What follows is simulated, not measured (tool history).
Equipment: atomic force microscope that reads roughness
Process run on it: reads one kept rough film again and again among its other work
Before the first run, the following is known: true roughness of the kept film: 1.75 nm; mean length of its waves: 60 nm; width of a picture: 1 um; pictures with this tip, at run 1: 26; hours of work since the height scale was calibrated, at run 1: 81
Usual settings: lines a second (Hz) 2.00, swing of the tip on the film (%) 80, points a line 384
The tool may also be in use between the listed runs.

run,hour,lines a second (Hz),swing of the tip on the film (%),points a line,pictures with this tip,hours of work since the height scale was calibrated,roughness of the kept film (nm (root mean square))
1,0.0,2.00,80,384,26,81,1.396
# hour 39.0: new tip fitted
2,54.3,2.00,80,384,32,118,1.390
# hour 89.7: new tip fitted
3,113.9,2.00,74,384,51,158,1.459
# hour 138.6: new tip fitted
4,150.4,2.00,74,384,25,183,1.449
# hour 187.7: new tip fitted
5,206.0,2.00,74,384,39,221,1.463
# hour 237.5: new tip fitted
6,267.0,2.00,74,384,62,262,1.458
# hour 287.2: new tip fitted
7,300.6,2.00,74,384,28,285,1.455
8,334.3,2.00,80,384,99,308,1.389
# hour 340.3: new tip fitted
9,366.5,2.00,80,384,55,330,1.390
# hour 390.6: new tip fitted
10,415.5,2.00,80,384,53,363,1.394
# hour 441.2: new tip fitted
11,472.3,2.00,80,384,65,401,1.378
# hour 492.6: new tip fitted
12,498.3,1.85,77,738,12,419,1.460
# hour 542.4: new tip fitted
13,554.8,1.85,77,492,27,457,1.448
# hour 593.3: new tip fitted
14,597.2,1.23,77,537,8,486,1.523
15,629.5,3.27,58,299,76,508,1.527
# hour 642.8: new tip fitted
16,673.4,2.97,80,796,65,538,1.264
# hour 691.5: new tip fitted
17,723.5,2.97,80,796,67,572,1.267
# hour 741.1: new tip fitted
18,772.2,1.49,84,796,65,605,1.415
# hour 791.0: new tip fitted
19,819.6,0.67,86,796,60,637,1.536
# hour 840.6: new tip fitted
20,855.1,3.65,80,485,30,661,1.215

Alternative continuations, all from the tool just after run 20; predict every row:
# hour 891.2: new tip fitted
A,895.8,0.95,73,261,10,689,?
# hour 891.2: new tip fitted
B,895.8,2.76,58,384,10,689,?
# hour 891.2: new tip fitted
C,895.8,1.01,80,384,10,689,?

run,roughness of the kept film (nm (root mean square))
A,1.599
B,1.593
C,1.527
With no hidden state in the tool, these same runs would have given:
run,roughness of the kept film (nm (root mean square))
A,1.616
B,1.610
C,1.543

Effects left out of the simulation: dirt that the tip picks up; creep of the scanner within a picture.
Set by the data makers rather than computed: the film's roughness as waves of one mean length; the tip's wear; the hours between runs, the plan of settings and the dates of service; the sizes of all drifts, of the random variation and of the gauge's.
